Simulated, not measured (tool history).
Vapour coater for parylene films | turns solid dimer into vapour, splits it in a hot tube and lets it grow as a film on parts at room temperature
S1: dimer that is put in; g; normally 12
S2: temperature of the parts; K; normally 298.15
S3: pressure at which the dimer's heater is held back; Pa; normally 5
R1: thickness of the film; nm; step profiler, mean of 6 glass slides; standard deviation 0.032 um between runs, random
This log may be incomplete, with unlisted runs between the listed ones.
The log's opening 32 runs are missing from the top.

run     day  S1      S2     S3    R1
 33  49.221   9  293.15      5  2660
     49.442  -- table's thermometer calibrated
 34  51.021   9  293.15      5  2700
 35  52.375   9  293.15      5  2730
 36    54.3   9  293.15      5  2700
     54.612  -- table's thermometer calibrated, once more
 37  55.812   9  293.15   9.97  2430
 38  57.029  12  294.15   2.13  3600
 39  58.362  12  301.15   2.13  2570
 40  59.854  12  301.15   2.13  2580
 41  60.829   5  305.15   2.63   850
 42    61.8   6  298.15      5  1360
 43  62.667  10  302.15   5.08  1850
     64.321  -- trap's valve overhauled
 44  64.408  12  298.15  10.39  2830
 45  65.579   9  294.15    2.6  2950
 46  67.675   9  294.15    2.6  2930

Each row is a separate what-if for the run after 46, all from the same tool condition, not one after another. Results?
  A  68.679  12  298.15  6.84   ?
  B  68.679   9  304.15   2.6   ?
  C  68.679  14  297.15  4.33   ?
  D  68.679   6  299.15   5.6   ?
  E  68.679   5  295.15  2.59   ?

run    R1
  A  2920
  B  1810
  C  3700
  D  1420
  E  1540
Stripped of hidden state, with their random variation kept, the same runs would have yielded:
run    R1
  A  2970
  B  1840
  C  3760
  D  1440
  E  1570
